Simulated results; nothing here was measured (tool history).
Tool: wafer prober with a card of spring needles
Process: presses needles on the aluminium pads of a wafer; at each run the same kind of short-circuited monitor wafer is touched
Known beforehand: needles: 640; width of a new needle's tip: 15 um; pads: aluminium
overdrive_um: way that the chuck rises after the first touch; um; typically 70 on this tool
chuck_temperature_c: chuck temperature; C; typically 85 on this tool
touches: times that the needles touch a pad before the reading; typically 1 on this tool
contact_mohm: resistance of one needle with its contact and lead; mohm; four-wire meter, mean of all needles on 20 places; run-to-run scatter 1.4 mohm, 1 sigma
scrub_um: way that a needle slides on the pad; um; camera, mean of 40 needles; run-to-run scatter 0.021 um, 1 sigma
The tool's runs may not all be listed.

| run | hour | overdrive_um | chuck_temperature_c | touches | contact_mohm | scrub_um |
|---|---|---|---|---|---|---|
| 1 | 0 | 70 | 85 | 1 | 151 | 19.38 |
| 2 | 22 | 70 | 85 | 1 | 156 | 19.31 |
| 3 | 70.6 | 70 | 85 | 1 | 150 | 19.24 |
| 4 | 103.1 | 70 | 85 | 1 | 134 | 19.5 |
| 5 | 146.1 | 70 | 85 | 1 | 153 | 19.43 |
| 6 | 178.2 | 60 | 85 | 1 | 135 | 16.63 |
| 7 | 211.5 | 70 | 85 | 2 | 155 | 19.39 |
| 8 | 244.6 | 70 | 85 | 2 | 145 | 19.33 |
| 9 | 276.1 | 70 | 85 | 1 | 155 | 19.28 |
| 10 | 305.6 | 70 | 85 | 1 | 176 | 19.51 |
| 11 | 352.9 | 70 | 85 | 1 | 176 | 19.47 |
| 12 | 393.7 | 70 | 85 | 1 | 138 | 19.39 |
| 13 | 434.9 | 83 | 85 | 1 | 152 | 23 |
| 14 | 469.1 | 58 | 85 | 1 | 166 | 15.97 |
| 15 | 506 | 70 | 44 | 3 | 134 | 19.46 |
| 16 | 529.3 | 59 | 66 | 1 | 166 | 16.35 |
| 17 | 574.4 | 69 | 66 | 1 | 129 | 19.11 |
| 18 | 611.3 | 69 | 66 | 1 | 146 | 19.06 |
| 19 | 635.5 | 69 | 34 | 1 | 141 | 18.98 |
| 20 | 655.4 | 51 | 44 | 1 | 228 | 13.97 |
| 21 | 682.7 | 51 | 44 | 1 | 162 | 14.22 |
| 22 | 731.1 | 51 | 45 | 3 | 142 | 14.19 |
| 23 | 754.7 | 76 | 115 | 3 | 135 | 21.08 |
| 24 | 799.2 | 76 | 115 | 3 | 149 | 21.05 |
| 25 | 844.8 | 76 | 36 | 3 | 132 | 20.99 |
| 26 | 889 | 76 | 36 | 3 | 117 | 21.15 |

Withheld: 79 entries from between the runs. Position of each, and hidden state at the listed run before versus the listed run after:
Runs 1 to 2: tips cleaned on abrasive film (hour 7.7); tips cleaned on abrasive film (hour 18)
  debris on the tips, nm: 34.8 -> 41.9; way that the needles fall short of the set height, um: 0.47 -> 0.7; tips' diameter, um: 16.41 -> 16.84
  measured less the result without the state, contact_mohm: +26 -> +32 mohm; scrub_um: -0.13 -> -0.2 um
Runs 2 to 3: tips cleaned on abrasive film (hour 29.8); tips cleaned on abrasive film (hour 42.6); tips cleaned on abrasive film (hour 54.6); tips cleaned on abrasive film (hour 67)
  debris on the tips, nm: 41.9 -> 34.1; way that the needles fall short of the set height, um: 0.7 -> 0.93; tips' diameter, um: 16.84 -> 16.92
  measured less the result without the state, contact_mohm: +32 -> +27 mohm; scrub_um: -0.2 -> -0.26 um
Runs 3 to 4: tips cleaned on abrasive film (hour 78.2); tips cleaned on abrasive film (hour 90.3); height of the first contact set anew (hour 93.2); tips cleaned on abrasive film (hour 103.1)
  debris on the tips, nm: 34.1 -> 9.3; way that the needles fall short of the set height, um: 0.93 -> 0.06; tips' diameter, um: 16.92 -> 16.99
  measured less the result without the state, contact_mohm: +27 -> +8 mohm; scrub_um: -0.26 -> -0.02 um
Runs 4 to 5: tips cleaned on abrasive film (hour 115.9); tips cleaned on abrasive film (hour 128.4); tips cleaned on abrasive film (hour 141.2)
  debris on the tips, nm: 9.3 -> 37.1; way that the needles fall short of the set height, um: 0.06 -> 0.26; tips' diameter, um: 16.99 -> 17.05
  measured less the result without the state, contact_mohm: +8 -> +29 mohm; scrub_um: -0.02 -> -0.08 um
Runs 5 to 6: tips cleaned on abrasive film (hour 153.9); tips cleaned on abrasive film (hour 166.7); tips cleaned on abrasive film (hour 178.2)
  debris on the tips, nm: 37.1 -> 3.6; way that the needles fall short of the set height, um: 0.26 -> 0.46; tips' diameter, um: 17.05 -> 17.12
  measured less the result without the state, contact_mohm: +29 -> +6 mohm; scrub_um: -0.08 -> -0.13 um
Runs 6 to 7: tips cleaned on abrasive film (hour 190.9); tips cleaned on abrasive film (hour 203.5)
  debris on the tips, nm: 3.6 -> 63; way that the needles fall short of the set height, um: 0.46 -> 0.55; tips' diameter, um: 17.12 -> 17.16
  measured less the result without the state, contact_mohm: +6 -> +30 mohm; scrub_um: -0.13 -> -0.15 um
Runs 7 to 8: tips cleaned on abrasive film (hour 214.2); tips cleaned on abrasive film (hour 227); tips cleaned on abrasive film (hour 239.8)
  debris on the tips, nm: 63 -> 41.9; way that the needles fall short of the set height, um: 0.55 -> 0.68; tips' diameter, um: 17.16 -> 17.2
  measured less the result without the state, contact_mohm: +30 -> +21 mohm; scrub_um: -0.15 -> -0.19 um
Runs 8 to 9: tips cleaned on abrasive film (hour 252.4); tips cleaned on abrasive film, once more (hour 260); tips cleaned on abrasive film (hour 272.3)
  debris on the tips, nm: 41.9 -> 36.8; way that the needles fall short of the set height, um: 0.68 -> 0.86; tips' diameter, um: 17.2 -> 17.27
  measured less the result without the state, contact_mohm: +21 -> +30 mohm; scrub_um: -0.19 -> -0.24 um
Runs 9 to 10: tips cleaned on abrasive film (hour 283.9); height of the first contact set anew (hour 289.3); tips cleaned on abrasive film (hour 296.9)
  debris on the tips, nm: 36.8 -> 68.4; way that the needles fall short of the set height, um: 0.86 -> 0.05; tips' diameter, um: 17.27 -> 17.3
  measured less the result without the state, contact_mohm: +30 -> +52 mohm; scrub_um: -0.24 -> -0.02 um
Runs 10 to 11: tips cleaned on abrasive film (hour 308.2); tips cleaned on abrasive film (hour 320.3); tips cleaned on abrasive film (hour 333.2); tips cleaned on abrasive film (hour 345.4)
  debris on the tips, nm: 68.4 -> 63.5; way that the needles fall short of the set height, um: 0.05 -> 0.25; tips' diameter, um: 17.3 -> 17.37
  measured less the result without the state, contact_mohm: +52 -> +49 mohm; scrub_um: -0.02 -> -0.07 um
Runs 11 to 12: tips cleaned on abrasive film (hour 358.1); tips cleaned on abrasive film (hour 370.8); tips cleaned on abrasive film (hour 382.5); tips cleaned on abrasive film (hour 392.8)
  debris on the tips, nm: 63.5 -> 12.7; way that the needles fall short of the set height, um: 0.25 -> 0.47; tips' diameter, um: 17.37 -> 17.45
  measured less the result without the state, contact_mohm: +49 -> +12 mohm; scrub_um: -0.07 -> -0.13 um
Runs 12 to 13: tips cleaned on abrasive film (hour 403.8); tips cleaned on abrasive film (hour 416.2); tips cleaned on abrasive film (hour 429.1)
  debris on the tips, nm: 12.7 -> 50.4; way that the needles fall short of the set height, um: 0.47 -> 0.63; tips' diameter, um: 17.45 -> 17.5
  measured less the result without the state, contact_mohm: +12 -> +31 mohm; scrub_um: -0.13 -> -0.18 um
Runs 13 to 14: tips cleaned on abrasive film (hour 440.1); tips cleaned on abrasive film (hour 452.7); tips cleaned on abrasive film (hour 465.5)
  debris on the tips, nm: 50.4 -> 34.4; way that the needles fall short of the set height, um: 0.63 -> 0.82; tips' diameter, um: 17.5 -> 17.57
  measured less the result without the state, contact_mohm: +31 -> +40 mohm; scrub_um: -0.18 -> -0.23 um
Runs 14 to 15: tips cleaned on abrasive film (hour 476.6); height of the first contact set anew (hour 484.2); tips cleaned on abrasive film (hour 488.7); tips cleaned on abrasive film (hour 501.5)
  debris on the tips, nm: 34.4 -> 44.7; way that the needles fall short of the set height, um: 0.82 -> 0.12; tips' diameter, um: 17.57 -> 17.63
  measured less the result without the state, contact_mohm: +40 -> +15 mohm; scrub_um: -0.23 -> -0.04 um
Runs 15 to 16: tips cleaned on abrasive film (hour 513.2); tips cleaned on abrasive film (hour 526)
  debris on the tips, nm: 44.7 -> 33; way that the needles fall short of the set height, um: 0.12 -> 0.25; tips' diameter, um: 17.63 -> 17.68
  measured less the result without the state, contact_mohm: +15 -> +39 mohm; scrub_um: -0.04 -> -0.07 um
Runs 16 to 17: tips cleaned on abrasive film (hour 536.8); tips cleaned on abrasive film (hour 549.5); tips cleaned on abrasive film (hour 562.3); tips cleaned on abrasive film (hour 574.4)
  debris on the tips, nm: 33 -> 6.2; way that the needles fall short of the set height, um: 0.25 -> 0.48; tips' diameter, um: 17.68 -> 17.76
  measured less the result without the state, contact_mohm: +39 -> +8 mohm; scrub_um: -0.07 -> -0.13 um
Runs 17 to 18: tips cleaned on abrasive film (hour 586.8); tips cleaned on abrasive film (hour 599); tips cleaned on abrasive film (hour 609.3)
  debris on the tips, nm: 6.2 -> 28.1; way that the needles fall short of the set height, um: 0.48 -> 0.65; tips' diameter, um: 17.76 -> 17.82
  measured less the result without the state, contact_mohm: +8 -> +25 mohm; scrub_um: -0.13 -> -0.18 um
Runs 18 to 19: tips cleaned on abrasive film (hour 620.8); tips cleaned on abrasive film (hour 633.2)
  debris on the tips, nm: 28.1 -> 21.5; way that the needles fall short of the set height, um: 0.65 -> 0.77; tips' diameter, um: 17.82 -> 17.86
  measured less the result without the state, contact_mohm: +25 -> +21 mohm; scrub_um: -0.18 -> -0.22 um
Runs 19 to 20: tips cleaned on abrasive film (hour 645.2)
  debris on the tips, nm: 21.5 -> 70.5; way that the needles fall short of the set height, um: 0.77 -> 0.81; tips' diameter, um: 17.86 -> 17.88
  measured less the result without the state, contact_mohm: +21 -> +107 mohm; scrub_um: -0.22 -> -0.23 um
Runs 20 to 21: tips cleaned on abrasive film (hour 658); tips cleaned on abrasive film (hour 668.3); tips cleaned on abrasive film (hour 680.4); height of the first contact set anew (hour 680.7)
  debris on the tips, nm: 70.5 -> 24; way that the needles fall short of the set height, um: 0.81 -> 0; tips' diameter, um: 17.88 -> 17.93
  measured less the result without the state, contact_mohm: +107 -> +38 mohm; scrub_um: -0.23 -> +0 um
Runs 21 to 22: tips cleaned on abrasive film (hour 692.2); tips cleaned on abrasive film (hour 704.4); tips cleaned on abrasive film (hour 715.9); tips cleaned on abrasive film (hour 728.7)
  debris on the tips, nm: 24 -> 25.8; way that the needles fall short of the set height, um: 0 -> 0.24; tips' diameter, um: 17.93 -> 18.01
  measured less the result without the state, contact_mohm: +38 -> +17 mohm; scrub_um: +0 -> -0.07 um
Runs 22 to 23: tips cleaned on abrasive film (hour 741.1); tips cleaned on abrasive film (hour 753.4)
  debris on the tips, nm: 25.8 -> 16.8; way that the needles fall short of the set height, um: 0.24 -> 0.38; tips' diameter, um: 18.01 -> 18.06
  measured less the result without the state, contact_mohm: +17 -> +6 mohm; scrub_um: -0.07 -> -0.1 um
Runs 23 to 24: tips cleaned on abrasive film (hour 764.9); tips cleaned on abrasive film (hour 777.6); tips cleaned on abrasive film (hour 789.5)
  debris on the tips, nm: 16.8 -> 72.4; way that the needles fall short of the set height, um: 0.38 -> 0.55; tips' diameter, um: 18.06 -> 18.12
  measured less the result without the state, contact_mohm: +6 -> +20 mohm; scrub_um: -0.1 -> -0.15 um
Runs 24 to 25: tips cleaned on abrasive film (hour 801.7); tips cleaned on abrasive film (hour 814.3); tips cleaned on abrasive film (hour 827.2); tips cleaned on abrasive film (hour 839.9)
  debris on the tips, nm: 72.4 -> 49.9; way that the needles fall short of the set height, um: 0.55 -> 0.78; tips' diameter, um: 18.12 -> 18.2
  measured less the result without the state, contact_mohm: +20 -> +16 mohm; scrub_um: -0.15 -> -0.21 um
Runs 25 to 26: tips cleaned on abrasive film (hour 852.1); tips cleaned on abrasive film (hour 864.5); tips cleaned on abrasive film (hour 877.3); height of the first contact set anew (hour 877.6); tips cleaned on abrasive film (hour 889)
  debris on the tips, nm: 49.9 -> 3.7; way that the needles fall short of the set height, um: 0.78 -> 0.06; tips' diameter, um: 18.2 -> 18.29
  measured less the result without the state, contact_mohm: +16 -> +3 mohm; scrub_um: -0.21 -> -0.02 um
